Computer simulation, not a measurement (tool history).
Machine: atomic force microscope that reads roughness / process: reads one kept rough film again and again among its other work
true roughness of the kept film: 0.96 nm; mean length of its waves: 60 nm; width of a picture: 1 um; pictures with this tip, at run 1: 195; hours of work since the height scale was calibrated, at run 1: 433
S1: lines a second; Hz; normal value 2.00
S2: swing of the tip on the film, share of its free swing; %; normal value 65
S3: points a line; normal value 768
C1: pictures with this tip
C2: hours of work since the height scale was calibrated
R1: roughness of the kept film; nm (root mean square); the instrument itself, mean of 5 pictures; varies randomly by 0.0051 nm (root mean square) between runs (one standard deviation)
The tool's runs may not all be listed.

{"run": 1, "hour": 0.0, "S1": 2.0, "S2": 65, "S3": 768, "C1": 195, "C2": 433, "R1": 0.89}
{"run": 2, "hour": 31.9, "S1": 2.0, "S2": 65, "S3": 768, "C1": 225, "C2": 449, "R1": 0.893}
{"run": 3, "hour": 61.8, "S1": 2.0, "S2": 65, "S3": 612, "C1": 254, "C2": 465, "R1": 0.877}
{"hour": 84.8, "done": "new tip fitted"}
{"run": 4, "hour": 89.7, "S1": 1.0, "S2": 65, "S3": 768, "C1": 4, "C2": 479, "R1": 0.94}
{"run": 5, "hour": 116.8, "S1": 2.0, "S2": 65, "S3": 768, "C1": 30, "C2": 493, "R1": 0.912}
{"run": 6, "hour": 152.4, "S1": 2.0, "S2": 65, "S3": 768, "C1": 64, "C2": 512, "R1": 0.908}
{"run": 7, "hour": 190.1, "S1": 1.17, "S2": 65, "S3": 768, "C1": 100, "C2": 531, "R1": 0.919}
{"run": 8, "hour": 209.8, "S1": 1.17, "S2": 65, "S3": 768, "C1": 119, "C2": 541, "R1": 0.92}
{"run": 9, "hour": 238.7, "S1": 2.0, "S2": 65, "S3": 768, "C1": 147, "C2": 556, "R1": 0.902}
{"run": 10, "hour": 256.0, "S1": 1.03, "S2": 65, "S3": 768, "C1": 163, "C2": 565, "R1": 0.918}
{"run": 11, "hour": 284.4, "S1": 2.0, "S2": 65, "S3": 494, "C1": 191, "C2": 580, "R1": 0.894}
{"run": 12, "hour": 303.1, "S1": 2.0, "S2": 65, "S3": 494, "C1": 209, "C2": 590, "R1": 0.891}
{"run": 13, "hour": 336.3, "S1": 2.0, "S2": 65, "S3": 494, "C1": 240, "C2": 607, "R1": 0.896}
{"run": 14, "hour": 357.2, "S1": 2.0, "S2": 65, "S3": 494, "C1": 260, "C2": 618, "R1": 0.876}
{"hour": 372.6, "done": "new tip fitted"}
{"run": 15, "hour": 390.1, "S1": 1.59, "S2": 65, "S3": 768, "C1": 16, "C2": 635, "R1": 0.916}
{"run": 16, "hour": 422.8, "S1": 1.59, "S2": 65, "S3": 768, "C1": 48, "C2": 652, "R1": 0.914}
{"run": 17, "hour": 444.8, "S1": 2.0, "S2": 65, "S3": 949, "C1": 69, "C2": 663, "R1": 0.909}
{"run": 18, "hour": 461.5, "S1": 2.0, "S2": 78, "S3": 949, "C1": 85, "C2": 672, "R1": 0.861}
{"run": 19, "hour": 496.1, "S1": 2.0, "S2": 78, "S3": 949, "C1": 118, "C2": 690, "R1": 0.866}
{"run": 20, "hour": 516.4, "S1": 2.0, "S2": 72, "S3": 768, "C1": 137, "C2": 700, "R1": 0.879}
{"run": 21, "hour": 554.5, "S1": 1.07, "S2": 72, "S3": 578, "C1": 174, "C2": 720, "R1": 0.905}
{"run": 22, "hour": 582.0, "S1": 0.62, "S2": 81, "S3": 734, "C1": 200, "C2": 734, "R1": 0.905}
{"run": 23, "hour": 613.9, "S1": 1.25, "S2": 64, "S3": 767, "C1": 231, "C2": 751, "R1": 0.903}
{"run": 24, "hour": 630.5, "S1": 1.32, "S2": 78, "S3": 499, "C1": 247, "C2": 759, "R1": 0.867}
{"run": 25, "hour": 658.3, "S1": 1.32, "S2": 78, "S3": 499, "C1": 273, "C2": 774, "R1": 0.871}
{"hour": 660.5, "done": "new tip fitted"}
{"run": 26, "hour": 674.8, "S1": 2.0, "S2": 64, "S3": 261, "C1": 14, "C2": 782, "R1": 0.91}
{"run": 27, "hour": 697.4, "S1": 2.0, "S2": 61, "S3": 768, "C1": 35, "C2": 794, "R1": 0.92}
{"run": 28, "hour": 729.3, "S1": 2.0, "S2": 61, "S3": 938, "C1": 66, "C2": 810, "R1": 0.907}
{"run": 29, "hour": 762.4, "S1": 2.0, "S2": 61, "S3": 938, "C1": 97, "C2": 828, "R1": 0.908}
{"run": 30, "hour": 795.5, "S1": 2.0, "S2": 61, "S3": 938, "C1": 129, "C2": 845, "R1": 0.906}
{"run": 31, "hour": 821.3, "S1": 2.0, "S2": 61, "S3": 938, "C1": 154, "C2": 858, "R1": 0.903}
{"run": 32, "hour": 840.7, "S1": 2.0, "S2": 61, "S3": 938, "C1": 172, "C2": 868, "R1": 0.907}
{"run": 33, "hour": 860.6, "S1": 2.0, "S2": 81, "S3": 462, "C1": 192, "C2": 879, "R1": 0.852}
{"run": 34, "hour": 889.2, "S1": 1.43, "S2": 81, "S3": 525, "C1": 219, "C2": 893, "R1": 0.864}
{"run": 35, "hour": 919.4, "S1": 1.43, "S2": 81, "S3": 525, "C1": 248, "C2": 909, "R1": 0.868}
{"run": 36, "hour": 946.7, "S1": 2.0, "S2": 67, "S3": 381, "C1": 274, "C2": 923, "R1": 0.873}
{"hour": 950.6, "done": "new tip fitted"}
{"run": 37, "hour": 971.8, "S1": 2.0, "S2": 55, "S3": 288, "C1": 21, "C2": 936, "R1": 0.933}
{"run": 38, "hour": 998.6, "S1": 0.98, "S2": 72, "S3": 288, "C1": 46, "C2": 950, "R1": 0.929}

Below are 3 alternative next runs, each starting from the tool's condition after run 38. Predict each:
{"run": "A", "hour": 1016.6, "S1": 0.8, "S2": 72, "S3": 446, "C1": 63, "C2": 959, "R1": "?"}
{"run": "B", "hour": 1016.6, "S1": 2.0, "S2": 78, "S3": 768, "C1": 63, "C2": 959, "R1": "?"}
{"run": "C", "hour": 1016.6, "S1": 3.61, "S2": 72, "S3": 305, "C1": 63, "C2": 959, "R1": "?"}

run=A R1=0.928
run=B R1=0.872
run=C R1=0.846
Without the tool's hidden state the same runs would have given:
run=A R1=0.927
run=B R1=0.871
run=C R1=0.845
